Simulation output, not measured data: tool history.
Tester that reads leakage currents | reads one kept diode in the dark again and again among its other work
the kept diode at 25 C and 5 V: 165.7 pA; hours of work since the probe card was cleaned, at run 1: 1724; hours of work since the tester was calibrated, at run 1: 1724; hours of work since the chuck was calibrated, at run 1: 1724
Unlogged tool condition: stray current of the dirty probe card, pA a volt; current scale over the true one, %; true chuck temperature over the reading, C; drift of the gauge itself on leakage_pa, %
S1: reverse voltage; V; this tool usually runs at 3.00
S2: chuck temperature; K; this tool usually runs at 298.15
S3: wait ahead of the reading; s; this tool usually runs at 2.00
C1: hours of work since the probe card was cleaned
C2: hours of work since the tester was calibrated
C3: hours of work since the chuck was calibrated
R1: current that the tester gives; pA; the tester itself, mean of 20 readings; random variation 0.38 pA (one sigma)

| run | hour | S1 | S2 | S3 | C1 | C2 | C3 | R1 |
|---|---|---|---|---|---|---|---|---|
| 1 | 0.0 | 3.00 | 298.15 | 2.00 | 1724 | 1724 | 1724 | 151.58 |
| 2 | 70.7 | 3.00 | 298.15 | 2.00 | 1775 | 1775 | 1775 | 151.97 |
| 3 | 201.8 | 3.00 | 298.15 | 6.28 | 1871 | 1871 | 1871 | 152.81 |
| 4 | 289.7 | 3.00 | 298.15 | 6.28 | 1935 | 1935 | 1935 | 153.99 |
| 5 | 416.1 | 3.00 | 298.15 | 2.00 | 2028 | 2028 | 2028 | 155.78 |
| 6 | 539.1 | 3.00 | 298.15 | 4.97 | 2118 | 2118 | 2118 | 157.03 |
| 7 | 612.4 | 3.00 | 298.15 | 0.55 | 2171 | 2171 | 2171 | 159.12 |
| 8 | 725.7 | 3.00 | 298.15 | 0.55 | 2254 | 2254 | 2254 | 160.95 |
|  | 765.9 | probe card cleaned and baked |
|  | 778.4 | chuck's temperature calibrated |
| 9 | 793.0 | 3.00 | 298.15 | 0.55 | 18 | 2299 | 11 | 132.48 |
|  | 865.7 | tester calibrated |
| 10 | 904.9 | 3.00 | 298.15 | 0.55 | 99 | 29 | 91 | 134.35 |
| 11 | 996.5 | 3.00 | 298.15 | 0.55 | 166 | 96 | 158 | 134.87 |
| 12 | 1143.2 | 7.99 | 298.15 | 2.00 | 273 | 203 | 265 | 228.14 |
| 13 | 1251.3 | 7.99 | 298.15 | 2.00 | 352 | 282 | 344 | 230.43 |
|  | 1297.4 | tester calibrated, once more |
| 14 | 1348.1 | 3.00 | 302.15 | 2.00 | 421 | 37 | 413 | 196.54 |
| 15 | 1439.6 | 3.00 | 302.15 | 2.00 | 488 | 104 | 480 | 197.44 |
| 16 | 1563.4 | 3.00 | 298.15 | 2.00 | 578 | 194 | 571 | 137.48 |
| 17 | 1713.2 | 3.00 | 298.15 | 2.00 | 688 | 304 | 680 | 139.50 |
| 18 | 1778.8 | 3.00 | 298.15 | 2.00 | 736 | 352 | 728 | 140.00 |
| 19 | 1857.7 | 3.00 | 298.15 | 2.00 | 793 | 409 | 786 | 140.60 |
| 20 | 1956.3 | 1.98 | 298.15 | 2.00 | 865 | 481 | 858 | 113.54 |
| 21 | 2081.8 | 15.72 | 313.15 | 2.30 | 957 | 573 | 949 | 1307.41 |
| 22 | 2159.8 | 15.72 | 313.15 | 2.30 | 1014 | 630 | 1006 | 1327.74 |
| 23 | 2283.3 | 15.72 | 313.15 | 2.30 | 1104 | 720 | 1097 | 1333.36 |
| 24 | 2391.6 | 15.69 | 324.15 | 0.32 | 1183 | 799 | 1176 | 3309.41 |
| 25 | 2488.1 | 2.87 | 298.15 | 6.53 | 1254 | 870 | 1246 | 144.61 |
| 26 | 2603.0 | 2.87 | 298.15 | 6.53 | 1338 | 954 | 1330 | 145.52 |
| 27 | 2750.6 | 2.87 | 298.15 | 6.53 | 1446 | 1062 | 1438 | 147.47 |
| 28 | 2884.8 | 2.87 | 306.15 | 0.55 | 1544 | 1160 | 1536 | 304.74 |
| 29 | 2960.3 | 2.87 | 306.15 | 0.55 | 1599 | 1215 | 1591 | 307.77 |
| 30 | 3052.8 | 4.59 | 300.15 | 0.55 | 1666 | 1282 | 1659 | 234.24 |
| 31 | 3200.9 | 3.00 | 312.15 | 6.47 | 1775 | 1391 | 1767 | 538.43 |
| 32 | 3352.1 | 3.00 | 312.15 | 6.47 | 1885 | 1501 | 1877 | 542.82 |
| 33 | 3492.1 | 3.00 | 312.15 | 6.47 | 1987 | 1603 | 1980 | 545.33 |
| 34 | 3560.3 | 3.00 | 312.15 | 6.47 | 2037 | 1653 | 2029 | 545.20 |
| 35 | 3680.5 | 3.00 | 312.15 | 6.47 | 2125 | 1741 | 2117 | 548.75 |
| 36 | 3757.5 | 3.00 | 312.15 | 6.47 | 2181 | 1797 | 2174 | 553.14 |
| 37 | 3883.2 | 1.50 | 320.15 | 1.12 | 2273 | 1889 | 2265 | 753.84 |
|  | 3899.1 | probe card cleaned and baked |
|  | 3923.5 | chuck's temperature calibrated |
| 38 | 3992.9 | 1.50 | 320.15 | 1.12 | 67 | 1966 | 51 | 631.62 |

What if the next run were any one of these 5? Each begins from the tool's condition after run 38:
| A | 4126.8 | 2.60 | 325.15 | 2.75 | 165 | 2063 | 149 | ? |
| B | 4126.8 | 3.00 | 298.15 | 9.04 | 165 | 2063 | 149 | ? |
| C | 4126.8 | 1.34 | 333.15 | 0.49 | 165 | 2063 | 149 | ? |
| D | 4126.8 | 3.00 | 324.15 | 2.10 | 165 | 2063 | 149 | ? |
| E | 4126.8 | 1.10 | 312.15 | 4.97 | 165 | 2063 | 149 | ? |

| run | R1 |
|---|---|
| A | 1271.44 |
| B | 129.34 |
| C | 1682.88 |
| D | 1267.75 |
| E | 273.74 |
With no hidden state in the tool, these same runs would have given:
| run | R1 |
|---|---|
| A | 1243.27 |
| B | 125.81 |
| C | 1646.65 |
| D | 1239.53 |
| E | 267.39 |
